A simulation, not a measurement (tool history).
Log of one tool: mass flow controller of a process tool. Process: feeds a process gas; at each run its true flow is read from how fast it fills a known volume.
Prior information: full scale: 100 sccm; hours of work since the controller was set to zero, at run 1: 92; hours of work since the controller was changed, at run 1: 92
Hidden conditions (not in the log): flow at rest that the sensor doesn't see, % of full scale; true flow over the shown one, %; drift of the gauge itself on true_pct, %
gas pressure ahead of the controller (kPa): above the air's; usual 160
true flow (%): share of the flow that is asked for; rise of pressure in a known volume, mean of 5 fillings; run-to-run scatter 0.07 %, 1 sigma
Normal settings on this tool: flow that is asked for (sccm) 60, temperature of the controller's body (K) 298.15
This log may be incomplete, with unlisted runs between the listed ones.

run,hour,flow that is asked for (sccm),gas pressure ahead of the controller (kPa),temperature of the controller's body (K),hours of work since the controller was set to zero,hours of work since the controller was changed,true flow (%)
1,0,60,160,298.15,92,92,99.43
2,47.8,60,160,298.15,110,110,99.61
3,115.8,60,160,298.15,135,135,99.52
4,205.3,82,160,298.15,169,169,99.76
5,285.4,82,160,298.15,200,200,99.73
6,336.9,82,160,298.15,219,219,99.74
7,415.2,60,160,298.15,249,249,99.41
8,493.1,60,160,298.15,278,278,99.46
9,558.2,60,160,298.15,303,303,99.47
10,638.6,60,160,307.15,333,333,99.69
11,687.9,60,160,307.15,352,352,99.76
12,757.8,60,160,307.15,378,378,99.82
13,799.2,91,257,301.15,394,394,100.5
14,889.8,28,166,295.15,428,428,99.13
15,948.6,14,271,307.15,450,450,100.37
16,1003.9,17,271,305.15,471,471,100.25
17,1095.2,17,273,294.15,506,506,99.95
18,1175.1,17,273,311.15,536,536,100.56
19,1216.6,49,145,298.15,552,552,99.22
20,1299.7,38,145,298.15,583,583,99.21
21,1375.9,38,145,298.15,612,612,99.09
22,1432.4,38,145,298.15,633,633,99.05
23,1485.7,33,145,298.15,653,653,99
24,1555.7,26,145,304.15,680,680,99.36

Below are 3 alternative next runs, each starting from the tool's condition after run 24. Predict each:
A,1609.3,23,145,304.15,700,700,?
B,1609.3,92,145,295.15,700,700,?
C,1609.3,11,273,301.15,700,700,?

run,true flow (%)
A,99.31
B,99.37
C,100.6
With the hidden condition removed and each run's random variation left untouched, the same runs would have given:
run,true flow (%)
A,98.84
B,99.35
C,99.46

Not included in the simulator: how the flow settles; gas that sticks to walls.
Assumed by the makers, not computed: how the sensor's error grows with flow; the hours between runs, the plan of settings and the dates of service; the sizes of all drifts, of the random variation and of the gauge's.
